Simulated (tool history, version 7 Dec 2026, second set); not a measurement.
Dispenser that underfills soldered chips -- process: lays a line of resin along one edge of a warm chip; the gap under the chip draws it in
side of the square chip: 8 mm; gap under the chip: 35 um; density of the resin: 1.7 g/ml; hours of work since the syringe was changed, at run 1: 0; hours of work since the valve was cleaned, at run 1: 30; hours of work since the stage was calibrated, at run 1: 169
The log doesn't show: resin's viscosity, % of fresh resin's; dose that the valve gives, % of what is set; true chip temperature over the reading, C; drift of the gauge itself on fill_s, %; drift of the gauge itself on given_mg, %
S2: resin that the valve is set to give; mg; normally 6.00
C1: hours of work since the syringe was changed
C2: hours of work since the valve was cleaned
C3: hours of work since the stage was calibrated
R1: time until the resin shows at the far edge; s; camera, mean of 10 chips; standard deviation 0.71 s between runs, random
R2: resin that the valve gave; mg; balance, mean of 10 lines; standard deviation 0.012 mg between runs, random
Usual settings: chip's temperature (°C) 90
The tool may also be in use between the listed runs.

Run 1, hour 0.0: usual settings; C1 0; C2 30; C3 169. Result: R1 62.1 s, R2 5.89 mg.
Run 2, hour 5.2: usual settings; C1 4; C2 33; C3 172. Result: R1 82.3 s, R2 5.90 mg.
Run 3, hour 8.4: usual settings; C1 6; C2 36; C3 175. Result: R1 94.1 s, R2 5.89 mg.
At hour 10.9: new syringe of resin.
Run 4, hour 12.9: usual settings; C1 1; C2 38; C3 178. Result: R1 70.2 s, R2 5.87 mg.
Run 5, hour 17.0: usual settings; C1 4; C2 41; C3 180. Result: R1 82.8 s, R2 5.86 mg.
Run 6, hour 20.0: usual settings but chip's temperature (°C) 81; C1 6; C2 43; C3 183. Result: R1 126.5 s, R2 5.85 mg.
At hour 22.1: new syringe of resin.
Run 7, hour 25.2: usual settings but chip's temperature (°C) 81; C1 2; C2 47; C3 186. Result: R1 94.1 s, R2 5.84 mg.
Run 8, hour 30.1: usual settings; C1 6; C2 50; C3 189. Result: R1 92.5 s, R2 5.85 mg.
At hour 33.4: dispensing valve cleaned and set on the balance.
At hour 34.1: new syringe of resin.
Run 9, hour 35.7: usual settings; C1 1; C2 1; C3 192. Result: R1 67.6 s, R2 6.00 mg.
Run 10, hour 39.4: usual settings; C1 4; C2 4; C3 195. Result: R1 83.4 s, R2 5.99 mg.
Run 11, hour 44.5: usual settings; C1 7; C2 8; C3 199. Result: R1 107.1 s, R2 5.99 mg.
At hour 45.2: new syringe of resin.
Run 12, hour 51.4: usual settings but chip's temperature (°C) 77; C1 4; C2 12; C3 203. Result: R1 123.3 s, R2 5.95 mg.
At hour 56.2: new syringe of resin.
Run 13, hour 57.7: usual settings but chip's temperature (°C) 77; C1 1; C2 16; C3 207. Result: R1 98.4 s, R2 5.98 mg.
Run 14, hour 62.6: usual settings but chip's temperature (°C) 99; C1 4; C2 20; C3 211. Result: R1 68.7 s, R2 5.93 mg.
Run 15, hour 66.5: usual settings; C1 7; C2 22; C3 213. Result: R1 104.3 s, R2 5.94 mg.
At hour 67.2: new syringe of resin.
Run 16, hour 73.2: usual settings; C1 4; C2 27; C3 218. Result: R1 86.9 s, R2 5.91 mg.
At hour 78.2: new syringe of resin.
Run 17, hour 79.4: usual settings; C1 1; C2 31; C3 222. Result: R1 66.8 s, R2 5.90 mg.
Run 18, hour 84.2: usual settings; C1 4; C2 34; C3 225. Result: R1 84.0 s, R2 5.89 mg.
At hour 89.3: new syringe of resin.
Run 19, hour 89.3: usual settings; C1 0; C2 38; C3 229. Result: R1 65.0 s, R2 5.87 mg.
Run 20, hour 94.0: usual settings; C1 3; C2 41; C3 232. Result: R1 80.0 s, R2 5.85 mg.
Run 21, hour 96.8: usual settings but chip's temperature (°C) 92, S2 6.90 mg; C1 5; C2 43; C3 234. Result: R1 87.0 s, R2 6.75 mg.
At hour 100.3: new syringe of resin.
Run 22, hour 102.9: usual settings but chip's temperature (°C) 97, S2 6.85 mg; C1 2; C2 47; C3 238. Result: R1 59.2 s, R2 6.66 mg.
Run 23, hour 108.8: usual settings but chip's temperature (°C) 100, S2 6.58 mg; C1 6; C2 51; C3 242. Result: R1 73.0 s, R2 6.38 mg.
At hour 110.7: dispensing valve cleaned and set on the balance.
At hour 112.4: new syringe of resin.
Run 24, hour 116.0: usual settings but chip's temperature (°C) 100, S2 6.58 mg; C1 2; C2 3; C3 246. Result: R1 57.5 s, R2 6.56 mg.
Run 25, hour 121.2: usual settings but chip's temperature (°C) 80, S2 6.96 mg; C1 6; C2 7; C3 250. Result: R1 123.9 s, R2 6.94 mg.
At hour 123.4: new syringe of resin.
Run 26, hour 127.1: usual settings but chip's temperature (°C) 80, S2 6.96 mg; C1 3; C2 11; C3 254. Result: R1 97.7 s, R2 6.91 mg.
Run 27, hour 130.5: usual settings but chip's temperature (°C) 86, S2 6.73 mg; C1 5; C2 13; C3 256. Result: R1 96.9 s, R2 6.68 mg.
Run 28, hour 133.3: usual settings but chip's temperature (°C) 94, S2 6.66 mg; C1 7; C2 15; C3 258. Result: R1 85.9 s, R2 6.61 mg.
At hour 134.5: new syringe of resin.
Run 29, hour 137.1: usual settings but chip's temperature (°C) 93, S2 5.40 mg; C1 2; C2 18; C3 261. Result: R1 67.3 s, R2 5.34 mg.
Run 30, hour 140.8: usual settings but chip's temperature (°C) 88, S2 5.86 mg; C1 4; C2 20; C3 263. Result: R1 88.3 s, R2 5.81 mg.
Run 31, hour 144.8: usual settings but chip's temperature (°C) 104, S2 5.86 mg; C1 7; C2 23; C3 266. Result: R1 71.5 s, R2 5.78 mg.
At hour 145.4: new syringe of resin.
Run 32, hour 148.1: usual settings but chip's temperature (°C) 94, S2 5.88 mg; C1 2; C2 25; C3 268. Result: R1 63.9 s, R2 5.79 mg.
Run 33, hour 152.6: usual settings but chip's temperature (°C) 94, S2 6.35 mg; C1 5; C2 28; C3 271. Result: R1 79.2 s, R2 6.23 mg.
At hour 156.3: new syringe of resin.
Run 34, hour 159.4: usual settings but chip's temperature (°C) 77, S2 5.52 mg; C1 2; C2 33; C3 276. Result: R1 109.7 s, R2 5.43 mg.
Run 35, hour 165.2: usual settings but chip's temperature (°C) 85, S2 5.34 mg; C1 6; C2 37; C3 280. Result: R1 114.4 s, R2 5.22 mg.
At hour 167.4: new syringe of resin.
Run 36, hour 172.1: usual settings but chip's temperature (°C) 85, S2 5.34 mg; C1 3; C2 42; C3 284. Result: R1 93.4 s, R2 5.22 mg.
Run 37, hour 176.8: usual settings but chip's temperature (°C) 89, S2 6.80 mg; C1 7; C2 45; C3 288. Result: R1 98.7 s, R2 6.64 mg.

Measured result minus the same run's result without the hidden state. Both carry the same run-to-run variation, though not necessarily the same gauge scatter:
run     R1     R2
  1   -0.5  -0.10
  2  +17.4  -0.11
  3  +30.7  -0.12
  4   +4.9  -0.13
  5  +19.6  -0.14
  6  +42.6  -0.15
  7  +12.5  -0.16
  8  +28.8  -0.17
  9   +5.1  +0.01
 10  +18.6  +0.00
 11  +41.5  -0.02
 12  +30.0  -0.04
 13   +5.6  -0.05
 14  +17.4  -0.06
 15  +39.6  -0.07
 16  +21.0  -0.09
 17   +2.1  -0.10
 18  +19.3  -0.12
 19   -0.4  -0.13
 20  +15.8  -0.14
 21  +25.8  -0.16
 22   +6.4  -0.18
 23  +24.1  -0.19
 24   +7.8  -0.01
 25  +40.0  -0.03
 26  +13.1  -0.04
 27  +25.6  -0.05
 28  +30.8  -0.06
 29   +6.8  -0.05
 30  +21.7  -0.06
 31  +26.9  -0.08
 32   +6.1  -0.09
 33  +21.2  -0.10
 34  +14.1  -0.10
 35  +38.7  -0.11
 36  +17.4  -0.12
 37  +34.5  -0.17
